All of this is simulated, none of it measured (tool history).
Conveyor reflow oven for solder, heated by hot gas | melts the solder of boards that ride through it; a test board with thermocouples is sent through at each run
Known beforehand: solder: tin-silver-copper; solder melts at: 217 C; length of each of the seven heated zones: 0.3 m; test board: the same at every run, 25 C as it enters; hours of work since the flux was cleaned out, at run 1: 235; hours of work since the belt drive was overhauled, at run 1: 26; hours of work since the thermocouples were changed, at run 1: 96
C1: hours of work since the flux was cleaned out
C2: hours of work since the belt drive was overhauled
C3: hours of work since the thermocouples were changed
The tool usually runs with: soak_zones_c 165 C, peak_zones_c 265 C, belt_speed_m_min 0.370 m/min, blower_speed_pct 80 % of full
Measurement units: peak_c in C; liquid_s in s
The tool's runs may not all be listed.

{"run": 1, "hour": 0.0, "soak_zones_c": 165, "peak_zones_c": 265, "belt_speed_m_min": 0.37, "blower_speed_pct": 80, "C1": 235, "C2": 26, "C3": 96, "peak_c": 244.4, "liquid_s": 59.5}
{"run": 2, "hour": 41.6, "soak_zones_c": 165, "peak_zones_c": 265, "belt_speed_m_min": 0.37, "blower_speed_pct": 80, "C1": 263, "C2": 54, "C3": 124, "peak_c": 244.8, "liquid_s": 59.4}
{"run": 3, "hour": 108.6, "soak_zones_c": 165, "peak_zones_c": 265, "belt_speed_m_min": 0.37, "blower_speed_pct": 80, "C1": 307, "C2": 98, "C3": 168, "peak_c": 244.8, "liquid_s": 59.2}
{"run": 4, "hour": 162.4, "soak_zones_c": 165, "peak_zones_c": 265, "belt_speed_m_min": 0.37, "blower_speed_pct": 80, "C1": 342, "C2": 133, "C3": 204, "peak_c": 245.0, "liquid_s": 58.9}
{"run": 5, "hour": 202.4, "soak_zones_c": 165, "peak_zones_c": 265, "belt_speed_m_min": 0.37, "blower_speed_pct": 57, "C1": 369, "C2": 159, "C3": 230, "peak_c": 238.4, "liquid_s": 49.0}
{"run": 6, "hour": 252.5, "soak_zones_c": 165, "peak_zones_c": 265, "belt_speed_m_min": 0.37, "blower_speed_pct": 80, "C1": 402, "C2": 192, "C3": 263, "peak_c": 244.3, "liquid_s": 58.9}
{"run": 7, "hour": 281.9, "soak_zones_c": 165, "peak_zones_c": 265, "belt_speed_m_min": 0.37, "blower_speed_pct": 80, "C1": 421, "C2": 212, "C3": 282, "peak_c": 243.8, "liquid_s": 58.6}
{"run": 8, "hour": 316.6, "soak_zones_c": 165, "peak_zones_c": 265, "belt_speed_m_min": 0.37, "blower_speed_pct": 80, "C1": 444, "C2": 235, "C3": 305, "peak_c": 243.9, "liquid_s": 59.2}
{"hour": 332.6, "done": "flux residue cleaned out of gas plates and filters"}
{"run": 9, "hour": 385.5, "soak_zones_c": 165, "peak_zones_c": 265, "belt_speed_m_min": 0.364, "blower_speed_pct": 80, "C1": 35, "C2": 277, "C3": 347, "peak_c": 248.1, "liquid_s": 66.0}
{"run": 10, "hour": 418.2, "soak_zones_c": 165, "peak_zones_c": 265, "belt_speed_m_min": 0.364, "blower_speed_pct": 80, "C1": 56, "C2": 298, "C3": 369, "peak_c": 248.4, "liquid_s": 65.8}
{"run": 11, "hour": 448.6, "soak_zones_c": 165, "peak_zones_c": 265, "belt_speed_m_min": 0.364, "blower_speed_pct": 80, "C1": 76, "C2": 318, "C3": 389, "peak_c": 248.4, "liquid_s": 65.4}
{"run": 12, "hour": 478.2, "soak_zones_c": 165, "peak_zones_c": 265, "belt_speed_m_min": 0.364, "blower_speed_pct": 80, "C1": 96, "C2": 338, "C3": 408, "peak_c": 248.2, "liquid_s": 65.3}
{"run": 13, "hour": 520.9, "soak_zones_c": 165, "peak_zones_c": 265, "belt_speed_m_min": 0.364, "blower_speed_pct": 80, "C1": 124, "C2": 366, "C3": 436, "peak_c": 247.9, "liquid_s": 65.0}
{"run": 14, "hour": 558.5, "soak_zones_c": 165, "peak_zones_c": 256, "belt_speed_m_min": 0.37, "blower_speed_pct": 80, "C1": 149, "C2": 391, "C3": 461, "peak_c": 240.0, "liquid_s": 54.3}
{"run": 15, "hour": 593.9, "soak_zones_c": 165, "peak_zones_c": 265, "belt_speed_m_min": 0.37, "blower_speed_pct": 80, "C1": 172, "C2": 414, "C3": 485, "peak_c": 246.9, "liquid_s": 62.8}
{"run": 16, "hour": 639.7, "soak_zones_c": 165, "peak_zones_c": 265, "belt_speed_m_min": 0.311, "blower_speed_pct": 80, "C1": 202, "C2": 444, "C3": 515, "peak_c": 252.6, "liquid_s": 84.7}
{"run": 17, "hour": 694.7, "soak_zones_c": 165, "peak_zones_c": 259, "belt_speed_m_min": 0.394, "blower_speed_pct": 60, "C1": 239, "C2": 481, "C3": 551, "peak_c": 234.7, "liquid_s": 40.7}
{"run": 18, "hour": 756.5, "soak_zones_c": 155, "peak_zones_c": 264, "belt_speed_m_min": 0.429, "blower_speed_pct": 75, "C1": 279, "C2": 521, "C3": 592, "peak_c": 235.6, "liquid_s": 36.9}
{"run": 19, "hour": 786.0, "soak_zones_c": 155, "peak_zones_c": 271, "belt_speed_m_min": 0.429, "blower_speed_pct": 69, "C1": 299, "C2": 541, "C3": 611, "peak_c": 238.7, "liquid_s": 40.4}
{"run": 20, "hour": 841.3, "soak_zones_c": 160, "peak_zones_c": 265, "belt_speed_m_min": 0.316, "blower_speed_pct": 80, "C1": 335, "C2": 577, "C3": 648, "peak_c": 250.8, "liquid_s": 78.8}
{"run": 21, "hour": 893.8, "soak_zones_c": 180, "peak_zones_c": 258, "belt_speed_m_min": 0.37, "blower_speed_pct": 72, "C1": 370, "C2": 612, "C3": 682, "peak_c": 242.1, "liquid_s": 64.0}
{"run": 22, "hour": 933.4, "soak_zones_c": 180, "peak_zones_c": 258, "belt_speed_m_min": 0.37, "blower_speed_pct": 78, "C1": 396, "C2": 638, "C3": 708, "peak_c": 243.0, "liquid_s": 65.5}
{"run": 23, "hour": 1000.5, "soak_zones_c": 165, "peak_zones_c": 258, "belt_speed_m_min": 0.322, "blower_speed_pct": 81, "C1": 440, "C2": 682, "C3": 752, "peak_c": 244.9, "liquid_s": 71.7}
{"hour": 1021.1, "done": "flux residue cleaned out of gas plates and filters"}
{"run": 24, "hour": 1058.7, "soak_zones_c": 165, "peak_zones_c": 258, "belt_speed_m_min": 0.322, "blower_speed_pct": 81, "C1": 25, "C2": 717, "C3": 787, "peak_c": 247.2, "liquid_s": 76.9}
{"hour": 1071.4, "done": "thermocouples of zones 6 and 7 changed"}
{"run": 25, "hour": 1107.9, "soak_zones_c": 165, "peak_zones_c": 258, "belt_speed_m_min": 0.322, "blower_speed_pct": 81, "C1": 56, "C2": 748, "C3": 24, "peak_c": 245.0, "liquid_s": 73.6}
{"run": 26, "hour": 1144.9, "soak_zones_c": 165, "peak_zones_c": 265, "belt_speed_m_min": 0.37, "blower_speed_pct": 69, "C1": 80, "C2": 773, "C3": 48, "peak_c": 243.8, "liquid_s": 59.7}
{"run": 27, "hour": 1200.9, "soak_zones_c": 179, "peak_zones_c": 258, "belt_speed_m_min": 0.357, "blower_speed_pct": 51, "C1": 117, "C2": 810, "C3": 85, "peak_c": 237.4, "liquid_s": 57.5}
{"run": 28, "hour": 1267.3, "soak_zones_c": 177, "peak_zones_c": 272, "belt_speed_m_min": 0.384, "blower_speed_pct": 53, "C1": 161, "C2": 853, "C3": 129, "peak_c": 246.0, "liquid_s": 62.9}
{"run": 29, "hour": 1332.2, "soak_zones_c": 178, "peak_zones_c": 273, "belt_speed_m_min": 0.35, "blower_speed_pct": 80, "C1": 204, "C2": 896, "C3": 172, "peak_c": 256.8, "liquid_s": 83.9}
{"run": 30, "hour": 1393.9, "soak_zones_c": 178, "peak_zones_c": 273, "belt_speed_m_min": 0.35, "blower_speed_pct": 80, "C1": 244, "C2": 937, "C3": 213, "peak_c": 256.4, "liquid_s": 84.1}
{"run": 31, "hour": 1440.7, "soak_zones_c": 165, "peak_zones_c": 268, "belt_speed_m_min": 0.384, "blower_speed_pct": 80, "C1": 275, "C2": 968, "C3": 243, "peak_c": 245.9, "liquid_s": 60.4}

Measured result minus the same run's result without the hidden state. Both carry the same run-to-run variation, though not necessarily the same gauge scatter:
Hidden state present: heat that the gas passes to the board, % of a clean oven's; belt's true speed, % of the reading; true gas temperature in zones 6 and 7 over the reading, C; drift of the gauge itself on peak_c, C; drift of the gauge itself on liquid_s, %.
run=1 peak_c=-1.2 liquid_s=-2.2
run=2 peak_c=-1.3 liquid_s=-2.3
run=3 peak_c=-1.6 liquid_s=-2.6
run=4 peak_c=-1.7 liquid_s=-3.0
run=5 peak_c=-1.7 liquid_s=-3.2
run=6 peak_c=-2.1 liquid_s=-3.4
run=7 peak_c=-2.2 liquid_s=-3.5
run=8 peak_c=-2.3 liquid_s=-3.6
run=9 peak_c=+1.4 liquid_s=+1.9
run=10 peak_c=+1.3 liquid_s=+1.7
run=11 peak_c=+1.2 liquid_s=+1.6
run=12 peak_c=+1.2 liquid_s=+1.5
run=13 peak_c=+1.0 liquid_s=+1.3
run=14 peak_c=+0.9 liquid_s=+1.3
run=15 peak_c=+0.8 liquid_s=+1.0
run=16 peak_c=+1.0 liquid_s=+1.4
run=17 peak_c=+0.4 liquid_s=+0.6
run=18 peak_c=-0.4 liquid_s=-0.6
run=19 peak_c=-0.5 liquid_s=-0.7
run=20 peak_c=+0.4 liquid_s=+0.5
run=21 peak_c=+0.2 liquid_s=+0.1
run=22 peak_c=+0.2 liquid_s=-0.2
run=23 peak_c=+0.0 liquid_s=-0.3
run=24 peak_c=+3.1 liquid_s=+5.1
run=25 peak_c=-0.1 liquid_s=+1.3
run=26 peak_c=-0.1 liquid_s=+1.1
run=27 peak_c=-0.1 liquid_s=+1.0
run=28 peak_c=-0.2 liquid_s=+1.0
run=29 peak_c=-0.5 liquid_s=+1.2
run=30 peak_c=-0.7 liquid_s=+1.0
run=31 peak_c=-1.1 liquid_s=-0.2

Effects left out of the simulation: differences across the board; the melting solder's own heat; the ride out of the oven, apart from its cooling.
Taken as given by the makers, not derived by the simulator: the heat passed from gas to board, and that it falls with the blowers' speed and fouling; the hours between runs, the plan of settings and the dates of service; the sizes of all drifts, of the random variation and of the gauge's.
